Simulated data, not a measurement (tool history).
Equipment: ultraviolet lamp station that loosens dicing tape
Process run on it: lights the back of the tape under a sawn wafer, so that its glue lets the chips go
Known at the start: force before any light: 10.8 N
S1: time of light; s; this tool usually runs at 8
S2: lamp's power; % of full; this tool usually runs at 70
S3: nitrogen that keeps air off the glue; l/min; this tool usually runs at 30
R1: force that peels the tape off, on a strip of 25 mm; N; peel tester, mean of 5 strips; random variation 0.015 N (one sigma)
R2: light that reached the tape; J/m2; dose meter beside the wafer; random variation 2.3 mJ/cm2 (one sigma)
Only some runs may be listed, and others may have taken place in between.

run 1 hour=0 | S1=8 S2=70 S3=30 | R1=0.877 R2=2150
run 2 hour=76.9 | S1=8 S2=70 S3=30 | R1=0.985 R2=2040
run 3 hour=114.8 | S1=8 S2=92 S3=30 | R1=0.582 R2=2610
run 4 hour=171.8 | S1=8 S2=70 S3=30 | R1=1.103 R2=1920
run 5 hour=230.4 | S1=12 S2=70 S3=30 | R1=0.51 R2=2760
run 6 hour=269.2 | S1=8 S2=70 S3=30 | R1=1.261 R2=1780
run 7 hour=306.1 | S1=8 S2=70 S3=30 | R1=1.33 R2=1700
run 8 hour=348.6 | S1=8 S2=70 S3=30 | R1=1.382 R2=1680
run 9 hour=432.1 | S1=8 S2=70 S3=30 | R1=1.544 R2=1610
-- hour=455.4 window cleaned of glue's vapour
run 10 hour=478.9 | S1=13 S2=70 S3=30 | R1=0.659 R2=2380
run 11 hour=523.3 | S1=13 S2=70 S3=30 | R1=0.717 R2=2320
run 12 hour=560.6 | S1=13 S2=70 S3=30 | R1=0.794 R2=2260
run 13 hour=621.4 | S1=13 S2=70 S3=30 | R1=0.834 R2=2140
run 14 hour=678.3 | S1=13 S2=70 S3=30 | R1=0.963 R2=2040
-- hour=738 window cleaned of glue's vapour, once more
run 15 hour=738 | S1=8 S2=70 S3=30 | R1=1.715 R2=1460
run 16 hour=783.5 | S1=4 S2=70 S3=30 | R1=4.405 R2=730
run 17 hour=861.3 | S1=4 S2=70 S3=30 | R1=4.854 R2=680
run 18 hour=927.2 | S1=4 S2=70 S3=30 | R1=4.969 R2=650
run 19 hour=1001 | S1=4 S2=70 S3=30 | R1=5.073 R2=590
-- hour=1023.3 lamp changed
run 20 hour=1038.7 | S1=14 S2=70 S3=30 | R1=0.29 R2=3730
run 21 hour=1084.9 | S1=14 S2=70 S3=30 | R1=0.299 R2=3650
run 22 hour=1171.1 | S1=14 S2=70 S3=30 | R1=0.327 R2=3460
-- hour=1190.8 window cleaned of glue's vapour
run 23 hour=1214.3 | S1=14 S2=70 S3=30 | R1=0.266 R2=3690
run 24 hour=1283.1 | S1=14 S2=70 S3=30 | R1=0.302 R2=3570
run 25 hour=1366.4 | S1=4 S2=97 S3=9 | R1=3.235 R2=1370
run 26 hour=1415.4 | S1=16 S2=94 S3=34 | R1=0.211 R2=5000
run 27 hour=1471.3 | S1=9 S2=94 S3=34 | R1=0.482 R2=2690
run 28 hour=1511.9 | S1=9 S2=94 S3=34 | R1=0.514 R2=2660

Estimate the outcome of run 29 from the log above:
run 29 hour=1571.2 | S1=9 S2=70 S3=60 | R1=? R2=?

{"run 29": {"R1": 0.844, "R2": 1870}}
Minus the tool's unlogged condition, the same run would have read R1 0.413 N, R2 2600 J/m2.
